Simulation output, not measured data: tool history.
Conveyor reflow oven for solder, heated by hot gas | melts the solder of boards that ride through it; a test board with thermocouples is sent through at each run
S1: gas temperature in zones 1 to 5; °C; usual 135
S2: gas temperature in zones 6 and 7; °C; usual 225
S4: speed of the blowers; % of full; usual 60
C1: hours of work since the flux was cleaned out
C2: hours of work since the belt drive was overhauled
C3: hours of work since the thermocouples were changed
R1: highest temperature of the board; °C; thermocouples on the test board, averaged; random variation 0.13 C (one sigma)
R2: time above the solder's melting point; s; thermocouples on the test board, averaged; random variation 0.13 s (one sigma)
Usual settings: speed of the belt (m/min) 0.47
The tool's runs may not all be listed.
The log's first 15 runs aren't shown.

run 16 hour=708.9 | S1=135 S2=225 speed_of_the_belt_(m/min)=0.506 S4=60 | C1=209 C2=841 C3=491 | R1=206.4 R2=43.6
run 17 hour=748.9 | S1=135 S2=225 speed_of_the_belt_(m/min)=0.506 S4=60 | C1=238 C2=871 C3=520 | R1=206.5 R2=43.4
run 18 hour=785.8 | S1=139 S2=237 speed_of_the_belt_(m/min)=0.522 S4=60 | C1=266 C2=898 C3=548 | R1=215.9 R2=51.5
run 19 hour=842.7 | S1=144 S2=237 speed_of_the_belt_(m/min)=0.52 S4=60 | C1=308 C2=940 C3=590 | R1=216.8 R2=54.5
-- hour=855.8 flux residue cleaned out of gas plates and filters
run 20 hour=884.9 | S1=144 S2=237 speed_of_the_belt_(m/min)=0.52 S4=60 | C1=22 C2=968 C3=618 | R1=217.9 R2=55.1
run 21 hour=922.2 | S1=135 S2=225 speed_of_the_belt_(m/min)=0.505 S4=60 | C1=49 C2=996 C3=645 | R1=206.8 R2=44.5
-- hour=929 belt drive overhauled, speed set with a stopwatch
run 22 hour=969.9 | S1=135 S2=225 speed_of_the_belt_(m/min)=0.505 S4=60 | C1=82 C2=30 C3=678 | R1=206.9 R2=45.4
run 23 hour=1023 | S1=140 S2=225 speed_of_the_belt_(m/min)=0.505 S4=60 | C1=121 C2=70 C3=717 | R1=207.6 R2=47.7
run 24 hour=1051.3 | S1=140 S2=225 speed_of_the_belt_(m/min)=0.491 S4=52 | C1=142 C2=91 C3=738 | R1=206.5 R2=47.9
run 25 hour=1090.8 | S1=135 S2=225 speed_of_the_belt_(m/min)=0.446 S4=83 | C1=172 C2=120 C3=768 | R1=213.4 R2=60
-- hour=1113.5 belt drive overhauled, speed set with a stopwatch, once more
run 26 hour=1121.3 | S1=147 S2=221 speed_of_the_belt_(m/min)=0.452 S4=71 | C1=191 C2=6 C3=788 | R1=208.8 R2=57.1
run 27 hour=1163.7 | S1=147 S2=221 speed_of_the_belt_(m/min)=0.452 S4=71 | C1=223 C2=37 C3=819 | R1=208.4 R2=56.4
run 28 hour=1210.9 | S1=135 S2=225 speed_of_the_belt_(m/min)=0.425 S4=57 | C1=258 C2=72 C3=854 | R1=209.5 R2=55.5
run 29 hour=1267.9 | S1=135 S2=225 speed_of_the_belt_(m/min)=0.425 S4=57 | C1=300 C2=115 C3=897 | R1=209.2 R2=55.3
-- hour=1273.9 thermocouples of zones 6 and 7 changed
-- hour=1293.5 flux residue cleaned out of gas plates and filters
run 30 hour=1328.7 | S1=142 S2=225 speed_of_the_belt_(m/min)=0.47 S4=60 | C1=26 C2=155 C3=37 | R1=210.9 R2=53.9

4 ways to go on from here, each from the tool as it stands after run 30. What would each give?
run A hour=1387.8 | S1=129 S2=236 speed_of_the_belt_(m/min)=0.451 S4=60 | C1=70 C2=199 C3=81 | R1=? R2=?
run B hour=1387.8 | S1=144 S2=222 speed_of_the_belt_(m/min)=0.47 S4=90 | C1=70 C2=199 C3=81 | R1=? R2=?
run C hour=1387.8 | S1=139 S2=225 speed_of_the_belt_(m/min)=0.47 S4=60 | C1=70 C2=199 C3=81 | R1=? R2=?
run D hour=1387.8 | S1=125 S2=216 speed_of_the_belt_(m/min)=0.47 S4=60 | C1=70 C2=199 C3=81 | R1=? R2=?

run=A R1=219.7 R2=59
run=B R1=212.3 R2=57.6
run=C R1=210.4 R2=52.2
run=D R1=200 R2=36.1
Without the tool's hidden state the same runs would have given:
run=A R1=220.2 R2=59.2
run=B R1=212.8 R2=57.9
run=C R1=210.9 R2=52.6
run=D R1=200.5 R2=36.8
